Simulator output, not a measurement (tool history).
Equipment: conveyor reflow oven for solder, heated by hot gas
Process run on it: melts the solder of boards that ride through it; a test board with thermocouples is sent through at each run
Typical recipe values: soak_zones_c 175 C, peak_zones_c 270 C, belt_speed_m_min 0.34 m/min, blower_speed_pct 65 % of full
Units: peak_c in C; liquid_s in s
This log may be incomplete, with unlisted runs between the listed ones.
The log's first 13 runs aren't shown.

run,hour,soak_zones_c,peak_zones_c,belt_speed_m_min,blower_speed_pct,peak_c,liquid_s
# hour 211.3: belt drive overhauled, speed set with a stopwatch, once more
14,211.3,175,270,0.34,65,257.4,85.8
15,234.8,175,270,0.34,65,257.8,86.2
16,252.9,175,278,0.379,65,261.7,77.9
17,276.4,161,278,0.379,71,259.4,72.6
18,297.1,175,270,0.306,72,261.7,100.2
19,312.5,175,270,0.306,72,261.8,99.9
20,334.1,173,263,0.349,59,249.2,73.7
21,357.7,173,263,0.349,59,249.1,73.9
22,375,175,270,0.34,69,258.2,86.1

Expected results for the next run?
23,397.6,188,282,0.34,84,?,?

Logged for run 23: peak_c 272.9 C, liquid_s 103.5 s.
Take away the tool's hidden state, keep the run-to-run variation as it was, and the same run would have given peak_c 272.2 C, liquid_s 102.8 s.
